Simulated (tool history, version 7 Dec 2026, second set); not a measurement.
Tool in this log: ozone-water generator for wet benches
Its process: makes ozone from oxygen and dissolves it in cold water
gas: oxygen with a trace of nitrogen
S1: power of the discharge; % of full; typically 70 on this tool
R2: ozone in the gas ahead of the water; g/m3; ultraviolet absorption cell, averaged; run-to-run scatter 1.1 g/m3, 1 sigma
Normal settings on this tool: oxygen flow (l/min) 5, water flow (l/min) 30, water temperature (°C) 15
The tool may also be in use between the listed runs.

run 1 day=0 | S1=70 oxygen_flow_(l/min)=5 water_flow_(l/min)=30 water_temperature_(°C)=15 | dissolved_ozone_(ppm)=16.4 R2=204.4
run 2 day=3.129 | S1=45 oxygen_flow_(l/min)=5 water_flow_(l/min)=30 water_temperature_(°C)=15 | dissolved_ozone_(ppm)=12.8 R2=158.3
run 3 day=5.567 | S1=45 oxygen_flow_(l/min)=5 water_flow_(l/min)=30 water_temperature_(°C)=15 | dissolved_ozone_(ppm)=12.8 R2=158.7
run 4 day=10.179 | S1=70 oxygen_flow_(l/min)=5 water_flow_(l/min)=30 water_temperature_(°C)=23 | dissolved_ozone_(ppm)=15 R2=203.1
run 5 day=12.646 | S1=70 oxygen_flow_(l/min)=5 water_flow_(l/min)=30 water_temperature_(°C)=23 | dissolved_ozone_(ppm)=14.9 R2=203.3
run 6 day=15.142 | S1=70 oxygen_flow_(l/min)=5 water_flow_(l/min)=30 water_temperature_(°C)=23 | dissolved_ozone_(ppm)=15.1 R2=204.7
run 7 day=18.204 | S1=70 oxygen_flow_(l/min)=5 water_flow_(l/min)=30 water_temperature_(°C)=23 | dissolved_ozone_(ppm)=15 R2=207.1
run 8 day=22.604 | S1=70 oxygen_flow_(l/min)=5 water_flow_(l/min)=30 water_temperature_(°C)=23 | dissolved_ozone_(ppm)=14.9 R2=201.2
run 9 day=25.771 | S1=70 oxygen_flow_(l/min)=5 water_flow_(l/min)=30 water_temperature_(°C)=15 | dissolved_ozone_(ppm)=16.4 R2=203.9
run 10 day=29.304 | S1=70 oxygen_flow_(l/min)=5 water_flow_(l/min)=30 water_temperature_(°C)=15 | dissolved_ozone_(ppm)=16.6 R2=202.7
run 11 day=32.471 | S1=70 oxygen_flow_(l/min)=5 water_flow_(l/min)=30 water_temperature_(°C)=15 | dissolved_ozone_(ppm)=16.2 R2=204.7
run 12 day=34.992 | S1=70 oxygen_flow_(l/min)=5 water_flow_(l/min)=30 water_temperature_(°C)=15 | dissolved_ozone_(ppm)=16.2 R2=205.1
run 13 day=39.971 | S1=66 oxygen_flow_(l/min)=5 water_flow_(l/min)=30 water_temperature_(°C)=15 | dissolved_ozone_(ppm)=16 R2=197.6
run 14 day=42.525 | S1=66 oxygen_flow_(l/min)=5 water_flow_(l/min)=30 water_temperature_(°C)=15 | dissolved_ozone_(ppm)=15.8 R2=197.6
run 15 day=47.567 | S1=66 oxygen_flow_(l/min)=5 water_flow_(l/min)=30 water_temperature_(°C)=15 | dissolved_ozone_(ppm)=16 R2=197.8
run 16 day=51.438 | S1=70 oxygen_flow_(l/min)=5 water_flow_(l/min)=30 water_temperature_(°C)=15 | dissolved_ozone_(ppm)=16.4 R2=202
run 17 day=53.554 | S1=70 oxygen_flow_(l/min)=4.8 water_flow_(l/min)=30 water_temperature_(°C)=10 | dissolved_ozone_(ppm)=17.1 R2=209.1
run 18 day=56.404 | S1=70 oxygen_flow_(l/min)=5.68 water_flow_(l/min)=30 water_temperature_(°C)=13 | dissolved_ozone_(ppm)=17 R2=194.6
run 19 day=59.212 | S1=70 oxygen_flow_(l/min)=5 water_flow_(l/min)=30 water_temperature_(°C)=19 | dissolved_ozone_(ppm)=15.7 R2=204.2
run 20 day=63.692 | S1=70 oxygen_flow_(l/min)=5 water_flow_(l/min)=35 water_temperature_(°C)=11 | dissolved_ozone_(ppm)=14.6 R2=204
run 21 day=67.842 | S1=70 oxygen_flow_(l/min)=5.5 water_flow_(l/min)=30 water_temperature_(°C)=11 | dissolved_ozone_(ppm)=17.2 R2=197.4
run 22 day=72.804 | S1=51 oxygen_flow_(l/min)=4.31 water_flow_(l/min)=23 water_temperature_(°C)=9 | dissolved_ozone_(ppm)=18.4 R2=183.5
run 23 day=77.796 | S1=51 oxygen_flow_(l/min)=4.31 water_flow_(l/min)=23 water_temperature_(°C)=9 | dissolved_ozone_(ppm)=18.1 R2=180
run 24 day=79.983 | S1=70 oxygen_flow_(l/min)=4.73 water_flow_(l/min)=30 water_temperature_(°C)=15 | dissolved_ozone_(ppm)=16.1 R2=210.2
run 25 day=83.429 | S1=70 oxygen_flow_(l/min)=4.73 water_flow_(l/min)=30 water_temperature_(°C)=15 | dissolved_ozone_(ppm)=16.1 R2=208.3
run 26 day=87.546 | S1=70 oxygen_flow_(l/min)=4.73 water_flow_(l/min)=30 water_temperature_(°C)=15 | dissolved_ozone_(ppm)=16.3 R2=207.7
run 27 day=90.067 | S1=68 oxygen_flow_(l/min)=5 water_flow_(l/min)=30 water_temperature_(°C)=15 | dissolved_ozone_(ppm)=16.1 R2=200.2
run 28 day=93.208 | S1=68 oxygen_flow_(l/min)=5 water_flow_(l/min)=30 water_temperature_(°C)=15 | dissolved_ozone_(ppm)=16.3 R2=199.3
run 29 day=96.183 | S1=87 oxygen_flow_(l/min)=6 water_flow_(l/min)=30 water_temperature_(°C)=15 | dissolved_ozone_(ppm)=19.2 R2=212.5
run 30 day=98.938 | S1=48 oxygen_flow_(l/min)=6 water_flow_(l/min)=46 water_temperature_(°C)=18 | dissolved_ozone_(ppm)=8.6 R2=152.5
run 31 day=102.221 | S1=48 oxygen_flow_(l/min)=6 water_flow_(l/min)=46 water_temperature_(°C)=18 | dissolved_ozone_(ppm)=8.6 R2=150.8
run 32 day=106.8 | S1=80 oxygen_flow_(l/min)=5 water_flow_(l/min)=31 water_temperature_(°C)=12 | dissolved_ozone_(ppm)=17.4 R2=220.9

Between the runs listed above, the log contained 1 entry, not reproduced here. Where in the sequence does each belong, and how does what the log doesn't record of the tool's condition differ from the listed run before to the listed run after?
In the gap between runs 18 and 19: water thermometer calibrated (day 58.229)
  no hidden state differs between the two runs
